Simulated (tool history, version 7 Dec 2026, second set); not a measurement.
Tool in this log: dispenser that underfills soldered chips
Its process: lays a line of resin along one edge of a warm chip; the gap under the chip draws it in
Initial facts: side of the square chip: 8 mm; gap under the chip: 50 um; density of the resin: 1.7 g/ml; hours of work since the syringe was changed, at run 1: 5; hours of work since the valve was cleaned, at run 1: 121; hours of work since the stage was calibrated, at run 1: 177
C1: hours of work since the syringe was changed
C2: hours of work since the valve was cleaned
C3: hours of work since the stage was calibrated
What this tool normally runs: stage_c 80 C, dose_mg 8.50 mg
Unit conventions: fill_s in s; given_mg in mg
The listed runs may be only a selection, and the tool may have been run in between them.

run 1 hour=0.0 | stage_c=80 dose_mg=8.50 | C1=5 C2=121 C3=177 | fill_s=25.0 given_mg=7.83
-- hour=6.9 new syringe of resin
run 2 hour=9.4 | stage_c=80 dose_mg=8.50 | C1=2 C2=128 C3=183 | fill_s=22.4 given_mg=7.69
run 3 hour=13.3 | stage_c=80 dose_mg=8.50 | C1=5 C2=131 C3=186 | fill_s=25.1 given_mg=7.81
-- hour=20.0 new syringe of resin
run 4 hour=21.0 | stage_c=80 dose_mg=8.50 | C1=1 C2=136 C3=192 | fill_s=21.2 given_mg=7.87
-- hour=26.4 dispensing valve cleaned and set on the balance
run 5 hour=28.2 | stage_c=80 dose_mg=8.50 | C1=5 C2=1 C3=196 | fill_s=25.0 given_mg=8.55
run 6 hour=32.3 | stage_c=80 dose_mg=8.50 | C1=9 C2=4 C3=200 | fill_s=28.1 given_mg=8.46
-- hour=34.3 new syringe of resin
run 7 hour=40.3 | stage_c=67 dose_mg=8.50 | C1=4 C2=10 C3=205 | fill_s=49.0 given_mg=8.49
run 8 hour=44.5 | stage_c=67 dose_mg=8.50 | C1=8 C2=13 C3=208 | fill_s=55.5 given_mg=8.39
-- hour=47.2 new syringe of resin
run 9 hour=51.8 | stage_c=90 dose_mg=8.50 | C1=3 C2=19 C3=214 | fill_s=13.5 given_mg=8.37
run 10 hour=56.1 | stage_c=90 dose_mg=9.96 | C1=7 C2=22 C3=217 | fill_s=15.7 given_mg=9.81
-- hour=60.5 new syringe of resin
run 11 hour=64.2 | stage_c=80 dose_mg=9.89 | C1=3 C2=28 C3=223 | fill_s=22.7 given_mg=9.72
run 12 hour=71.3 | stage_c=80 dose_mg=8.50 | C1=8 C2=33 C3=228 | fill_s=28.0 given_mg=8.38
-- hour=73.6 new syringe of resin
run 13 hour=78.9 | stage_c=90 dose_mg=8.50 | C1=4 C2=39 C3=234 | fill_s=14.9 given_mg=8.27
run 14 hour=83.8 | stage_c=80 dose_mg=9.87 | C1=8 C2=42 C3=237 | fill_s=27.2 given_mg=9.59
-- hour=86.5 new syringe of resin
run 15 hour=88.2 | stage_c=80 dose_mg=8.50 | C1=1 C2=45 C3=240 | fill_s=20.4 given_mg=8.25
run 16 hour=92.5 | stage_c=80 dose_mg=8.50 | C1=4 C2=48 C3=244 | fill_s=24.0 given_mg=8.29
run 17 hour=97.5 | stage_c=80 dose_mg=8.50 | C1=8 C2=52 C3=247 | fill_s=28.2 given_mg=8.28
-- hour=99.5 new syringe of resin
run 18 hour=105.2 | stage_c=80 dose_mg=8.50 | C1=4 C2=58 C3=253 | fill_s=23.5 given_mg=8.12
run 19 hour=111.2 | stage_c=68 dose_mg=10.69 | C1=9 C2=62 C3=257 | fill_s=54.1 given_mg=10.29
-- hour=112.8 new syringe of resin
run 20 hour=115.2 | stage_c=75 dose_mg=7.76 | C1=2 C2=65 C3=260 | fill_s=28.4 given_mg=7.45
run 21 hour=124.3 | stage_c=75 dose_mg=7.76 | C1=9 C2=72 C3=267 | fill_s=37.8 given_mg=7.36
-- hour=125.7 new syringe of resin
run 22 hour=128.8 | stage_c=84 dose_mg=9.47 | C1=2 C2=75 C3=270 | fill_s=17.7 given_mg=9.06
run 23 hour=134.2 | stage_c=70 dose_mg=9.68 | C1=6 C2=79 C3=274 | fill_s=42.5 given_mg=9.17
-- hour=138.8 new syringe of resin
run 24 hour=142.8 | stage_c=79 dose_mg=8.99 | C1=3 C2=85 C3=280 | fill_s=24.2 given_mg=8.67
run 25 hour=149.1 | stage_c=79 dose_mg=8.99 | C1=8 C2=90 C3=285 | fill_s=28.8 given_mg=8.42
-- hour=152.1 new syringe of resin
run 26 hour=158.2 | stage_c=93 dose_mg=7.36 | C1=5 C2=97 C3=292 | fill_s=12.8 given_mg=6.93
-- hour=165.2 new syringe of resin
run 27 hour=166.2 | stage_c=86 dose_mg=10.63 | C1=1 C2=102 C3=298 | fill_s=14.3 given_mg=9.90
run 28 hour=171.2 | stage_c=73 dose_mg=7.38 | C1=5 C2=106 C3=301 | fill_s=35.8 given_mg=6.85
run 29 hour=175.6 | stage_c=87 dose_mg=8.46 | C1=8 C2=110 C3=305 | fill_s=18.6 given_mg=7.92
-- hour=178.0 new syringe of resin
run 30 hour=180.1 | stage_c=80 dose_mg=7.75 | C1=2 C2=113 C3=308 | fill_s=21.4 given_mg=7.22
run 31 hour=184.7 | stage_c=80 dose_mg=7.75 | C1=5 C2=116 C3=311 | fill_s=25.0 given_mg=7.19
-- hour=191.0 new syringe of resin
run 32 hour=193.7 | stage_c=92 dose_mg=8.01 | C1=2 C2=123 C3=318 | fill_s=12.0 given_mg=7.32

Predict each of these 4 candidate next runs independently; none follows another, all start after run 32:
run A hour=202.2 | stage_c=80 dose_mg=8.20 | C1=8 C2=129 C3=324 | fill_s=? given_mg=?
run B hour=202.2 | stage_c=82 dose_mg=9.54 | C1=8 C2=129 C3=324 | fill_s=? given_mg=?
run C hour=202.2 | stage_c=80 dose_mg=10.28 | C1=8 C2=129 C3=324 | fill_s=? given_mg=?
run D hour=202.2 | stage_c=80 dose_mg=8.62 | C1=8 C2=129 C3=324 | fill_s=? given_mg=?

run=A fill_s=27.7 given_mg=7.47
run=B fill_s=25.2 given_mg=8.84
run=C fill_s=27.6 given_mg=9.38
run=D fill_s=27.8 given_mg=7.99
With no hidden state in the tool, these same runs would have given:
run=A fill_s=20.8 given_mg=8.11
run=B fill_s=19.2 given_mg=9.59
run=C fill_s=21.1 given_mg=10.18
run=D fill_s=21.0 given_mg=8.67
